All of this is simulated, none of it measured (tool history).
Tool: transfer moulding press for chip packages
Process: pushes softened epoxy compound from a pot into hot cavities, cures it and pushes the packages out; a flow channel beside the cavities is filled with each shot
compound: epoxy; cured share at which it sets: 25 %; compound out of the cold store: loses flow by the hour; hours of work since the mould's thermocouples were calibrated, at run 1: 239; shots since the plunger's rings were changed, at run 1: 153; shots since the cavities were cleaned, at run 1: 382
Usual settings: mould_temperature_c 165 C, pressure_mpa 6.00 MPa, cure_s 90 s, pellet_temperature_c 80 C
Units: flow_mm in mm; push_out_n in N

run,hour,mould_temperature_c,pressure_mpa,cure_s,pellet_temperature_c,hours of work since the mould's thermocouples were calibrated,shots since the plunger's rings were changed,shots since the cavities were cleaned,incoming compound's hours out of the cold store,flow_mm,push_out_n
1,0.0,165,6.00,90,80,239,153,382,21.6,551,677
# hour 7.7: cavities cleaned with cleaning compound and waxed
2,18.9,165,6.00,90,80,250,382,148,32.9,508,596
3,33.9,165,6.00,90,80,260,577,343,20.6,538,667
4,41.4,165,6.00,90,80,265,676,442,16.6,565,737
# hour 44.4: cavities cleaned with cleaning compound and waxed
5,53.2,165,6.00,128,80,271,812,116,11.1,575,390
6,65.3,165,6.00,128,80,279,970,274,14.7,549,433
# hour 82.3: cavities cleaned with cleaning compound and waxed
7,82.5,161,6.00,90,80,289,1176,3,32.6,506,689
8,94.2,161,6.00,90,80,297,1329,156,12.1,575,881
9,101.4,161,6.00,90,74,302,1424,251,40.8,489,848
10,111.8,161,6.00,90,74,309,1560,387,40.7,496,953
# hour 119.2: cavities cleaned with cleaning compound and waxed
11,126.3,165,6.00,90,80,317,1730,92,24.7,542,566
12,139.3,165,6.00,90,80,325,1901,263,20.0,543,679
# hour 156.6: cavities cleaned with cleaning compound and waxed
13,158.1,165,6.00,90,80,337,2128,19,40.7,473,516
14,175.0,165,6.00,96,80,348,2350,241,39.6,474,547
15,187.4,165,6.00,90,80,356,2512,403,10.5,566,772
# hour 193.7: cavities cleaned with cleaning compound and waxed
16,203.9,165,5.39,90,80,365,2709,134,37.8,460,556
17,220.3,165,5.39,90,80,376,2923,348,18.5,509,691
# hour 230.3: cavities cleaned with cleaning compound and waxed
18,231.5,165,5.39,90,80,382,3051,16,15.8,513,565
19,247.6,158,6.00,90,81,393,3262,227,44.0,479,953
20,258.3,158,6.00,90,81,400,3402,367,11.7,565,1299
# hour 266.9: cavities cleaned with cleaning compound and waxed
21,277.2,158,6.00,90,81,411,3630,134,34.1,503,974
22,286.2,158,6.00,90,81,417,3748,252,40.5,486,1068
# hour 303.4: cavities cleaned with cleaning compound and waxed
23,303.4,158,6.00,90,81,427,3955,0,35.1,488,821
24,317.9,158,6.00,90,81,437,4144,189,44.2,462,958
25,334.5,165,5.76,90,80,447,4363,408,33.2,476,721
# hour 341.0: cavities cleaned with cleaning compound and waxed
26,350.3,165,5.76,90,80,457,4550,122,40.0,456,570
# hour 354.1: plunger's sealing rings changed
# hour 358.2: mould's thermocouples calibrated
27,363.8,165,6.97,92,80,4,101,240,27.5,563,591
28,380.1,168,5.50,128,74,14,315,454,33.9,481,467
# hour 383.1: cavities cleaned with cleaning compound and waxed
29,388.9,168,5.50,128,74,19,410,76,25.8,507,375

How the hidden state differs across the entries between the runs, from the last listed run before each to the first after it:
Between runs 1 and 2: cavities cleaned with cleaning compound and waxed (hour 7.7)
  true mould temperature over the reading, C: -0.29 -> -0.31; pressure that reaches the compound, % of what is set: 99.35 -> 98.58; grip of the stained cavities, % over clean ones': 40.1 -> 18.3
  measured less the result without the state, flow_mm: -1 -> -3 mm; push_out_n: +204 -> +102 N
Between runs 4 and 5: cavities cleaned with cleaning compound and waxed (hour 44.4)
  true mould temperature over the reading, C: -0.33 -> -0.35; pressure that reaches the compound, % of what is set: 97.59 -> 97.16; grip of the stained cavities, % over clean ones': 44 -> 14.3
  measured less the result without the state, flow_mm: -6 -> -8 mm; push_out_n: +237 -> +50 N
Between runs 6 and 7: cavities cleaned with cleaning compound and waxed (hour 82.3)
  true mould temperature over the reading, C: -0.36 -> -0.38; pressure that reaches the compound, % of what is set: 96.62 -> 95.97; grip of the stained cavities, % over clean ones': 29.5 -> 3.1
  measured less the result without the state, flow_mm: -8 -> -10 mm; push_out_n: +102 -> +38 N
Between runs 10 and 11: cavities cleaned with cleaning compound and waxed (hour 119.2)
  true mould temperature over the reading, C: -0.41 -> -0.42; pressure that reaches the compound, % of what is set: 94.8 -> 94.19; grip of the stained cavities, % over clean ones': 41.1 -> 12.6
  measured less the result without the state, flow_mm: -12 -> -15 mm; push_out_n: +297 -> +77 N
Between runs 12 and 13: cavities cleaned with cleaning compound and waxed (hour 156.6)
  true mould temperature over the reading, C: -0.44 -> -0.45; pressure that reaches the compound, % of what is set: 93.71 -> 92.95; grip of the stained cavities, % over clean ones': 30.1 -> 3.6
  measured less the result without the state, flow_mm: -17 -> -16 mm; push_out_n: +172 -> +32 N
Between runs 15 and 16: cavities cleaned with cleaning compound and waxed (hour 193.7)
  true mould temperature over the reading, C: -0.48 -> -0.5; pressure that reaches the compound, % of what is set: 91.7 -> 91.1; grip of the stained cavities, % over clean ones': 42.5 -> 15.4
  measured less the result without the state, flow_mm: -24 -> -21 mm; push_out_n: +248 -> +90 N
Between runs 17 and 18: cavities cleaned with cleaning compound and waxed (hour 230.3)
  true mould temperature over the reading, C: -0.52 -> -0.53; pressure that reaches the compound, % of what is set: 90.43 -> 90.01; grip of the stained cavities, % over clean ones': 36.7 -> 5.4
  measured less the result without the state, flow_mm: -25 -> -26 mm; push_out_n: +207 -> +48 N
Between runs 20 and 21: cavities cleaned with cleaning compound and waxed (hour 266.9)
  true mould temperature over the reading, C: -0.56 -> -0.58; pressure that reaches the compound, % of what is set: 88.84 -> 88.12; grip of the stained cavities, % over clean ones': 41.6 -> 17.1
  measured less the result without the state, flow_mm: -33 -> -31 mm; push_out_n: +417 -> +177 N
Between runs 22 and 23: cavities cleaned with cleaning compound and waxed (hour 303.4)
  true mould temperature over the reading, C: -0.59 -> -0.6; pressure that reaches the compound, % of what is set: 87.69 -> 87.08; grip of the stained cavities, % over clean ones': 29.2 -> 1.3
  measured less the result without the state, flow_mm: -31 -> -34 mm; push_out_n: +275 -> +44 N
Between runs 25 and 26: cavities cleaned with cleaning compound and waxed (hour 341.0)
  true mould temperature over the reading, C: -0.64 -> -0.65; pressure that reaches the compound, % of what is set: 85.82 -> 85.23; grip of the stained cavities, % over clean ones': 42.2 -> 15.8
  measured less the result without the state, flow_mm: -36 -> -36 mm; push_out_n: +235 -> +97 N
Between runs 26 and 27: plunger's sealing rings changed (hour 354.1); mould's thermocouples calibrated (hour 358.2)
  true mould temperature over the reading, C: -0.65 -> 0.37; pressure that reaches the compound, % of what is set: 85.23 -> 99.21; grip of the stained cavities, % over clean ones': 15.8 -> 28.3
  measured less the result without the state, flow_mm: -36 -> -3 mm; push_out_n: +97 -> +119 N
Between runs 28 and 29: cavities cleaned with cleaning compound and waxed (hour 383.1)
  true mould temperature over the reading, C: 0.35 -> 0.34; pressure that reaches the compound, % of what is set: 98.53 -> 98.25; grip of the stained cavities, % over clean ones': 45.1 -> 10.9
  measured less the result without the state, flow_mm: -4 -> -5 mm; push_out_n: +145 -> +36 N
